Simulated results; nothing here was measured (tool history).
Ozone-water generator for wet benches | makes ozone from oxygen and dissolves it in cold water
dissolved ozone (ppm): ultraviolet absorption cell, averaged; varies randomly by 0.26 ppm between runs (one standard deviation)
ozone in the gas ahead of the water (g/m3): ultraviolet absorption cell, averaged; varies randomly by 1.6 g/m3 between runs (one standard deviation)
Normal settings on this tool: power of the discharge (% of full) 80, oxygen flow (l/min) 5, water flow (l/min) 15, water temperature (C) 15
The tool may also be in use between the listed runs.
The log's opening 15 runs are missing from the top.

run     day  power of the discharge (% of full)  oxygen flow (l/min)  water flow (l/min)  water temperature (C)  hours of work since the electrodes were changed  hours of work since the contactor was cleaned  hours of work since the thermometer was calibrated  dissolved ozone (ppm)  ozone in the gas ahead of the water (g/m3)
 16  19.125                                  83                    5                  15                     10                                             1397                                           2033                                                3665                     43                                       309.8
 17  20.317                                  80                    5                  16                     15                                             1420                                           2056                                                3689                   36.4                                       298.9
 18  21.354                                  80                    5                  16                     15                                             1441                                           2076                                                3709                   36.4                                       296.7
 19  23.171                                  58                 2.81                  10                     14                                             1476                                           2112                                                3745                   38.1                                       285.9
 20  24.754                                  80                    5                  19                     14                                             1507                                           2143                                                3776                   31.5                                         295
 21  26.258                                  80                 6.36                  14                     12                                             1537                                           2173                                                3805                     43                                       268.8
 22  27.767                                  80                 6.36                  14                     12                                             1567                                           2203                                                3835                   43.4                                       265.2
 23  28.525                                  80                 6.36                  14                     12                                             1582                                           2217                                                3850                   43.5                                       266.6
 24  29.933                                  80                 6.36                  14                     12                                             1609                                           2245                                                3878                   42.8                                       266.1
 25  30.825                                  49                    5                  19                     21                                             1627                                           2263                                                3895                   18.4                                       187.5
 26  31.979                                  80                 8.83                  15                     17                                             1650                                           2285                                                3918                   36.8                                       229.8
 27  33.012                                  80                 8.83                  15                     17                                             1670                                           2306                                                3938                   36.6                                       229.3

Run 28 is up next; what results do you expect?
 28  33.804                                  80                 8.83                  17                     22                                             1685                                           2321                                                3954                      ?                                           ?

dissolved ozone (ppm): 30.4
ozone in the gas ahead of the water (g/m3): 231.4
Take away the tool's hidden state, keep the run-to-run variation as it was, and the same run would have given dissolved ozone (ppm) 32.6, ozone in the gas ahead of the water (g/m3) 240.9.

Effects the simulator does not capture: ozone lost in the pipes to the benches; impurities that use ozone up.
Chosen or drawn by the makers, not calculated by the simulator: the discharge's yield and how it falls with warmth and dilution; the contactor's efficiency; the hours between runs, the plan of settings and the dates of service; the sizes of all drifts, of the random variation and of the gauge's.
